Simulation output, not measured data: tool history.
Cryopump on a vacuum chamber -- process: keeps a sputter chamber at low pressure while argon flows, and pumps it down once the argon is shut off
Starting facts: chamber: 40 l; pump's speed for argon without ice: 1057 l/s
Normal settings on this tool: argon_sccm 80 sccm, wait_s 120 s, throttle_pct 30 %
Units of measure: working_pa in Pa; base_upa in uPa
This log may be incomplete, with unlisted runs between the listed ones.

run,hour,argon_sccm,wait_s,throttle_pct,working_pa,base_upa
1,0.0,80,120,30,0.4814,1.69
2,15.2,80,120,30,0.4801,1.73
3,34.9,80,120,25,0.5664,1.75
4,54.0,80,120,49,0.3178,1.74
5,74.0,80,120,49,0.3204,1.80
6,92.1,80,120,49,0.3179,1.75
# hour 100.9: pump warmed up, emptied and cooled again
7,116.9,80,120,49,0.2644,1.55
8,139.2,80,120,49,0.2624,1.56
9,152.8,157,120,30,0.8413,1.51
10,169.5,157,120,30,0.8500,1.54
11,181.7,157,120,30,0.8468,1.57
12,203.0,80,120,30,0.4313,1.58
13,213.8,80,120,30,0.4342,1.57
14,235.5,80,120,30,0.4317,1.58
15,256.5,80,120,30,0.4321,1.57
16,277.8,80,120,30,0.4352,1.56
17,300.3,80,120,30,0.4359,1.62
18,310.0,129,38,46,0.4668,3.88
19,329.2,129,38,46,0.4656,3.89
20,341.8,129,38,46,0.4704,3.90
21,360.7,53,23,31,0.2803,6.21
22,379.0,53,23,31,0.2817,6.13
23,393.6,53,23,31,0.2822,6.04
24,407.2,53,23,31,0.2833,6.02
25,424.7,33,68,34,0.1629,2.48
26,446.6,33,272,50,0.1137,1.05
27,459.0,51,120,24,0.3497,1.61
28,472.3,159,94,55,0.4969,2.02
29,488.5,80,77,34,0.3925,2.25
30,506.9,68,69,37,0.3127,2.42
31,525.5,80,32,31,0.4355,4.51
32,545.8,40,32,47,0.1460,4.68
33,559.0,40,32,47,0.1485,4.64
34,569.6,37,137,19,0.3217,1.57

A few steps of working_pa between consecutive runs. Split each: what settings, incoming material and random variation would produce without the hidden state, and what is left over for the hidden state, along with gauge scatter present in only one of the two compared results (measured, and without hidden state):
Unlogged tool condition in this case: pump's speed, % of a pump's without ice; cold plate's temperature, K; leak into the chamber, uPa l/s; drift of the gauge itself on working_pa, %; drift of the gauge itself on base_upa, %.
Run 6 -> 7: pump warmed up, emptied and cooled again. working_pa -0.0535 Pa: hidden state -0.0574, all else +0.0039.
Run 8 -> 9: argon_sccm 80 -> 157, throttle_pct 49 -> 30. working_pa +0.5789 Pa: hidden state +0.0038, all else +0.5751.
Run 11 -> 12: argon_sccm 157 -> 80. working_pa -0.4155 Pa: hidden state -0.0036, all else -0.4119.
Run 27 -> 28: argon_sccm 51 -> 159, wait_s 120 -> 94, throttle_pct 24 -> 55. working_pa +0.1472 Pa: hidden state +0.0251, all else +0.1221.
Run 28 -> 29: argon_sccm 159 -> 80, wait_s 94 -> 77, throttle_pct 55 -> 34. working_pa -0.1044 Pa: hidden state -0.0173, all else -0.0871.
Run 31 -> 32: argon_sccm 80 -> 40, throttle_pct 31 -> 47. working_pa -0.2895 Pa: hidden state -0.0102, all else -0.2793.
